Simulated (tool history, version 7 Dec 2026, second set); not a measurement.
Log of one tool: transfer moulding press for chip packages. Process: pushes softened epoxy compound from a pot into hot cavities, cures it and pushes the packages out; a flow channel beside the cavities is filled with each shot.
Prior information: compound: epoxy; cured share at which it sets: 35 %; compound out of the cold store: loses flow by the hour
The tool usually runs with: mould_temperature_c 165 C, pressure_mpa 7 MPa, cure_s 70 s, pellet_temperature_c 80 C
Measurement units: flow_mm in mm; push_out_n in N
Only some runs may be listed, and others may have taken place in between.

| run | hour | mould_temperature_c | pressure_mpa | cure_s | pellet_temperature_c | incoming compound's hours out of the cold store | flow_mm | push_out_n |
|---|---|---|---|---|---|---|---|---|
| 1 | 0 | 165 | 7 | 70 | 80 | 45.1 | 459 | 340 |
|  | 24.3 | plunger's sealing rings changed |
|  | 52.2 | cavities cleaned with cleaning compound and waxed |
| 2 | 56.7 | 165 | 7 | 70 | 80 | 46.7 | 472 | 340 |
|  | 104.7 | cavities cleaned with cleaning compound and waxed |
| 3 | 110.3 | 165 | 7 | 70 | 80 | 46 | 461 | 347 |
|  | 155.7 | cavities cleaned with cleaning compound and waxed |
| 4 | 170.4 | 165 | 7 | 70 | 80 | 39.2 | 478 | 375 |
| 5 | 199.1 | 165 | 7 | 70 | 80 | 25.3 | 513 | 455 |
|  | 208.2 | cavities cleaned with cleaning compound and waxed |
| 6 | 252.8 | 165 | 7 | 70 | 72 | 32.1 | 497 | 446 |
|  | 258.8 | cavities cleaned with cleaning compound and waxed |
| 7 | 300.6 | 165 | 7 | 70 | 72 | 27.9 | 503 | 466 |
|  | 313.3 | cavities cleaned with cleaning compound and waxed |
| 8 | 354.8 | 167 | 7 | 70 | 80 | 16.3 | 527 | 399 |
|  | 367.8 | cavities cleaned with cleaning compound and waxed |
| 9 | 406.9 | 165 | 7 | 70 | 80 | 31.6 | 493 | 441 |
|  | 417.6 | cavities cleaned with cleaning compound and waxed |
| 10 | 446 | 165 | 7 | 70 | 80 | 31.5 | 496 | 424 |
|  | 470.5 | cavities cleaned with cleaning compound and waxed |
| 11 | 501.6 | 165 | 7 | 70 | 82 | 10.7 | 544 | 467 |
|  | 520.4 | cavities cleaned with cleaning compound and waxed |
| 12 | 550.9 | 165 | 7 | 70 | 80 | 30.9 | 488 | 426 |
|  | 569.6 | cavities cleaned with cleaning compound and waxed |
| 13 | 610.6 | 165 | 7 | 70 | 80 | 47 | 456 | 422 |
|  | 619.9 | cavities cleaned with cleaning compound and waxed |
| 14 | 657.5 | 165 | 5.31 | 70 | 80 | 31 | 418 | 453 |
|  | 666.4 | plunger's sealing rings changed |
|  | 671.6 | cavities cleaned with cleaning compound and waxed |
| 15 | 689.3 | 163 | 7 | 52 | 79 | 9.8 | 574 | 1036 |
| 16 | 717.9 | 171 | 7 | 52 | 82 | 38.4 | 469 | 585 |
|  | 724.7 | cavities cleaned with cleaning compound and waxed |
| 17 | 765.9 | 167 | 6.3 | 84 | 76 | 45 | 445 | 341 |
|  | 777.2 | cavities cleaned with cleaning compound and waxed |
| 18 | 810.1 | 167 | 6.3 | 84 | 76 | 41.3 | 445 | 312 |
|  | 826.9 | cavities cleaned with cleaning compound and waxed |
| 19 | 854 | 169 | 8.22 | 103 | 76 | 46.4 | 491 | 281 |
|  | 879.5 | cavities cleaned with cleaning compound and waxed |
| 20 | 902.9 | 165 | 7 | 70 | 78 | 46.4 | 463 | 407 |
|  | 910.2 | mould's thermocouples calibrated |
|  | 931.7 | cavities cleaned with cleaning compound and waxed |
| 21 | 931.7 | 165 | 7 | 70 | 78 | 17.9 | 525 | 328 |
| 22 | 971.5 | 160 | 5.69 | 100 | 85 | 47.9 | 421 | 322 |
|  | 982.9 | cavities cleaned with cleaning compound and waxed |
| 23 | 1025.6 | 160 | 7.44 | 100 | 88 | 17.9 | 552 | 322 |
|  | 1035 | cavities cleaned with cleaning compound and waxed |
| 24 | 1078.5 | 160 | 7.44 | 100 | 88 | 25.2 | 530 | 322 |
|  | 1088.3 | cavities cleaned with cleaning compound and waxed |
| 25 | 1127.2 | 161 | 5.88 | 98 | 90 | 26.6 | 465 | 319 |
|  | 1138.5 | cavities cleaned with cleaning compound and waxed |
| 26 | 1165.6 | 161 | 5.88 | 98 | 90 | 18.4 | 486 | 310 |
|  | 1187.8 | cavities cleaned with cleaning compound and waxed |
| 27 | 1202.6 | 161 | 5.88 | 98 | 90 | 15.9 | 488 | 288 |

Branching from run 27: 4 alternative next runs. What would each branch give?
| A | 1229.8 | 161 | 5.88 | 88 | 73 | 29.5 | ? | ? |
| B | 1229.8 | 162 | 8.07 | 98 | 90 | 24.3 | ? | ? |
| C | 1229.8 | 165 | 7.27 | 107 | 79 | 15.5 | ? | ? |
| D | 1229.8 | 164 | 7 | 70 | 80 | 36.8 | ? | ? |

| run | flow_mm | push_out_n |
|---|---|---|
| A | 460 | 370 |
| B | 535 | 333 |
| C | 531 | 307 |
| D | 477 | 443 |
Had the tool no hidden state, the same runs would have come out as:
| run | flow_mm | push_out_n |
|---|---|---|
| A | 480 | 278 |
| B | 558 | 257 |
| C | 555 | 236 |
| D | 498 | 333 |
